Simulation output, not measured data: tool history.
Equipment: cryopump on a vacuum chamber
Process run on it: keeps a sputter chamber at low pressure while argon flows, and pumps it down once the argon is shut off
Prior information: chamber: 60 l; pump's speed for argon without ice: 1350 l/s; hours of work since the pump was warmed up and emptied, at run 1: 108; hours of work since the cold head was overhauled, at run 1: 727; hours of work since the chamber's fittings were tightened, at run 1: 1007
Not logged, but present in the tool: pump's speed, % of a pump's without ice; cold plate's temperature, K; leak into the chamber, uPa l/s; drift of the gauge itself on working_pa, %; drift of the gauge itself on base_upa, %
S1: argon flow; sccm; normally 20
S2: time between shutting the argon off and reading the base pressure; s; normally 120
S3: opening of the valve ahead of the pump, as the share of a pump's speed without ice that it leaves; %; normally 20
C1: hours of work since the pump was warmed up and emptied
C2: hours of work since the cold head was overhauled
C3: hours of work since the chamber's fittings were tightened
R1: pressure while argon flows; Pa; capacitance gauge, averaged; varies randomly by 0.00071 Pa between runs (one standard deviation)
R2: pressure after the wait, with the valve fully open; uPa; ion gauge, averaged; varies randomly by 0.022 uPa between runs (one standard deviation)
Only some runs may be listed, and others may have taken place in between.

| run | hour | S1 | S2 | S3 | C1 | C2 | C3 | R1 | R2 |
|---|---|---|---|---|---|---|---|---|---|
| 1 | 0.0 | 20 | 120 | 20 | 108 | 727 | 1007 | 0.1265 | 1.28 |
| 2 | 71.4 | 20 | 120 | 20 | 171 | 790 | 1069 | 0.1276 | 1.30 |
| 3 | 132.7 | 20 | 120 | 20 | 224 | 843 | 1123 | 0.1270 | 1.39 |
| 4 | 250.7 | 20 | 120 | 20 | 328 | 947 | 1226 | 0.1266 | 1.40 |
| 5 | 301.9 | 24 | 120 | 20 | 372 | 991 | 1271 | 0.1536 | 1.53 |
| 6 | 413.8 | 24 | 120 | 20 | 470 | 1089 | 1369 | 0.1539 | 1.59 |
| 7 | 479.6 | 20 | 120 | 20 | 528 | 1147 | 1426 | 0.1285 | 1.61 |
|  | 578.1 | pump warmed up, emptied and cooled again |
| 8 | 599.7 | 20 | 120 | 20 | 19 | 1248 | 1527 | 0.1257 | 1.49 |
| 9 | 715.5 | 20 | 120 | 20 | 120 | 1349 | 1628 | 0.1259 | 1.57 |
| 10 | 804.1 | 33 | 120 | 20 | 198 | 1426 | 1706 | 0.2098 | 1.70 |
| 11 | 886.9 | 33 | 120 | 20 | 270 | 1499 | 1778 | 0.2109 | 1.78 |
| 12 | 979.2 | 20 | 120 | 20 | 351 | 1580 | 1859 | 0.1276 | 1.84 |
| 13 | 1039.8 | 20 | 42 | 20 | 404 | 1633 | 1912 | 0.1275 | 2.60 |
| 14 | 1140.0 | 27 | 120 | 20 | 491 | 1720 | 2000 | 0.1734 | 1.98 |
| 15 | 1217.7 | 20 | 121 | 20 | 559 | 1788 | 2068 | 0.1293 | 2.04 |
|  | 1276.0 | pump warmed up, emptied and cooled again |
| 16 | 1280.3 | 20 | 134 | 20 | 4 | 1839 | 2118 | 0.1267 | 1.81 |
| 17 | 1354.8 | 20 | 120 | 20 | 69 | 1904 | 2183 | 0.1264 | 1.90 |
| 18 | 1430.7 | 10 | 107 | 55 | 135 | 1970 | 2250 | 0.0234 | 2.05 |
| 19 | 1519.4 | 26 | 254 | 24 | 213 | 2048 | 2327 | 0.1383 | 1.87 |
| 20 | 1587.6 | 17 | 254 | 24 | 273 | 2107 | 2387 | 0.0914 | 1.96 |
| 21 | 1699.2 | 18 | 131 | 20 | 370 | 2205 | 2485 | 0.1154 | 2.18 |
| 22 | 1749.2 | 13 | 24 | 19 | 414 | 2249 | 2528 | 0.0875 | 3.87 |
| 23 | 1868.4 | 8 | 28 | 23 | 518 | 2353 | 2632 | 0.0443 | 3.62 |
|  | 1951.9 | leaking fittings of the chamber tightened, without venting |
| 24 | 1967.5 | 20 | 120 | 54 | 603 | 2438 | 14 | 0.0509 | 0.66 |
|  | 1983.3 | pump warmed up, emptied and cooled again |
| 25 | 2087.6 | 35 | 29 | 50 | 91 | 2539 | 114 | 0.0903 | 1.93 |
| 26 | 2140.8 | 24 | 45 | 36 | 138 | 2585 | 161 | 0.0855 | 1.41 |
| 27 | 2210.0 | 24 | 74 | 17 | 198 | 2646 | 221 | 0.1807 | 1.01 |
| 28 | 2322.6 | 17 | 39 | 45 | 297 | 2744 | 320 | 0.0493 | 1.68 |
| 29 | 2408.3 | 17 | 39 | 45 | 372 | 2819 | 395 | 0.0506 | 1.71 |

Forecast run 30:
| 30 | 2469.6 | 22 | 24 | 15 | 425 | 2873 | 448 | ? | ? |

{"run 30": {"R1": 0.1865, "R2": 2.55}}
Were there no unlogged condition in the tool, this run, its random variation unchanged, would have produced R1 0.1829 Pa, R2 2.22 uPa.
